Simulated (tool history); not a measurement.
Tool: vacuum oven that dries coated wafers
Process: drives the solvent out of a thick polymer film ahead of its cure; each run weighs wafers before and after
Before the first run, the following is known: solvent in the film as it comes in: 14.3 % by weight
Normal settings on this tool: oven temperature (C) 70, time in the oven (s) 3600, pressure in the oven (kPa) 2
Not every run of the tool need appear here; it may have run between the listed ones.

Run 1, hour 0: usual settings. Result: solvent left in the film (%) 2.03.
Run 2, hour 50.9: usual settings. Result: solvent left in the film (%) 2.03.
Run 3, hour 90.2: usual settings. Result: solvent left in the film (%) 2.07.
Run 4, hour 142.2: usual settings. Result: solvent left in the film (%) 2.04.
Run 5, hour 196.5: usual settings but time in the oven (s) 1860. Result: solvent left in the film (%) 4.11.
Run 6, hour 259.3: usual settings. Result: solvent left in the film (%) 2.05.
Run 7, hour 291.3: usual settings. Result: solvent left in the film (%) 2.04.
Run 8, hour 358.8: usual settings. Result: solvent left in the film (%) 2.04.
Run 9, hour 397.5: usual settings. Result: solvent left in the film (%) 2.02.
Run 10, hour 457.7: usual settings but pressure in the oven (kPa) 1.07. Result: solvent left in the film (%) 1.55.
Run 11, hour 522.7: usual settings but oven temperature (C) 76. Result: solvent left in the film (%) 1.24.
Run 12, hour 576.6: usual settings but oven temperature (C) 76. Result: solvent left in the film (%) 1.22.
Run 13, hour 622.6: usual settings but oven temperature (C) 76. Result: solvent left in the film (%) 1.25.
Run 14, hour 654.3: usual settings but oven temperature (C) 76. Result: solvent left in the film (%) 1.22.
Run 15, hour 700.5: usual settings but oven temperature (C) 76. Result: solvent left in the film (%) 1.22.
Run 16, hour 765.4: usual settings but oven temperature (C) 76. Result: solvent left in the film (%) 1.23.
At hour 770.1: vacuum gauge cleaned of residue and calibrated.
Run 17, hour 796.2: usual settings but oven temperature (C) 76. Result: solvent left in the film (%) 1.26.
Run 18, hour 847: usual settings but oven temperature (C) 76. Result: solvent left in the film (%) 1.23.
At hour 887: vacuum gauge cleaned of residue and calibrated, once more.
Run 19, hour 910.8: usual settings but oven temperature (C) 76. Result: solvent left in the film (%) 1.19.
At hour 940.5: oven's thermocouples calibrated.
Run 20, hour 972.3: usual settings but oven temperature (C) 76. Result: solvent left in the film (%) 1.31.
Run 21, hour 1025.9: usual settings but pressure in the oven (kPa) 3.25. Result: solvent left in the film (%) 2.89.
Run 22, hour 1083.7: usual settings. Result: solvent left in the film (%) 2.19.
Run 23, hour 1117.4: usual settings. Result: solvent left in the film (%) 2.22.
Run 24, hour 1155.8: usual settings but oven temperature (C) 59. Result: solvent left in the film (%) 4.82.
Run 25, hour 1187.8: usual settings but oven temperature (C) 59, time in the oven (s) 5400. Result: solvent left in the film (%) 3.51.
Run 26, hour 1244.4: usual settings but oven temperature (C) 62, time in the oven (s) 2700, pressure in the oven (kPa) 5. Result: solvent left in the film (%) 6.84.
Run 27, hour 1277.3: usual settings but time in the oven (s) 4380. Result: solvent left in the film (%) 1.78.
Run 28, hour 1315.7: usual settings but time in the oven (s) 4380. Result: solvent left in the film (%) 1.8.
Run 29, hour 1370.7: usual settings but time in the oven (s) 4380. Result: solvent left in the film (%) 1.79.
Run 30, hour 1402.8: usual settings but oven temperature (C) 83, time in the oven (s) 2160. Result: solvent left in the film (%) 1.3.
Run 31, hour 1433.5: usual settings but oven temperature (C) 66, time in the oven (s) 4620, pressure in the oven (kPa) 1.56. Result: solvent left in the film (%) 2.06.
Run 32, hour 1487.9: usual settings but oven temperature (C) 66, time in the oven (s) 4620, pressure in the oven (kPa) 1.56. Result: solvent left in the film (%) 2.05.
Run 33, hour 1536.2: usual settings but oven temperature (C) 67, time in the oven (s) 6420, pressure in the oven (kPa) 4.34. Result: solvent left in the film (%) 3.16.
Run 34, hour 1601.2: usual settings but oven temperature (C) 67, time in the oven (s) 5760, pressure in the oven (kPa) 2.51. Result: solvent left in the film (%) 2.1.
Run 35, hour 1640.7: usual settings but oven temperature (C) 67, time in the oven (s) 5760, pressure in the oven (kPa) 2.51. Result: solvent left in the film (%) 2.1.
Run 36, hour 1700: usual settings but oven temperature (C) 67, time in the oven (s) 5460, pressure in the oven (kPa) 5.87. Result: solvent left in the film (%) 4.28.
Run 37, hour 1732.9: usual settings but oven temperature (C) 78, time in the oven (s) 3900, pressure in the oven (kPa) 5.87. Result: solvent left in the film (%) 2.62.
Run 38, hour 1764.7: usual settings but oven temperature (C) 78, time in the oven (s) 3900, pressure in the oven (kPa) 5.87. Result: solvent left in the film (%) 2.63.
Run 39, hour 1815: usual settings but oven temperature (C) 81, time in the oven (s) 3900, pressure in the oven (kPa) 5.57. Result: solvent left in the film (%) 2.15.
Run 40, hour 1874.3: usual settings but oven temperature (C) 67, time in the oven (s) 3900, pressure in the oven (kPa) 1.7. Result: solvent left in the film (%) 2.35.
Run 41, hour 1904.6: usual settings but oven temperature (C) 67, time in the oven (s) 3900, pressure in the oven (kPa) 1.7. Result: solvent left in the film (%) 2.38.
Run 42, hour 1932.8: usual settings but oven temperature (C) 56, time in the oven (s) 5580, pressure in the oven (kPa) 3.51. Result: solvent left in the film (%) 5.5.
Run 43, hour 1986.9: usual settings but oven temperature (C) 71, time in the oven (s) 3420, pressure in the oven (kPa) 1.23. Result: solvent left in the film (%) 1.71.
Run 44, hour 2048.7: usual settings but oven temperature (C) 56, pressure in the oven (kPa) 5.78. Result: solvent left in the film (%) 8.51.
Run 45, hour 2116.2: usual settings but oven temperature (C) 56, pressure in the oven (kPa) 5.78. Result: solvent left in the film (%) 8.51.

Estimate the outcome of run 46 from the log above:
Run 46, hour 2182.6: usual settings but time in the oven (s) 1860, pressure in the oven (kPa) 2.16. Result: solvent left in the film (%) ?.

{"run 46": {"solvent left in the film (%)": 4.29}}
The same run, on a tool lacking any hidden state, would have yielded solvent left in the film (%) 4.46.
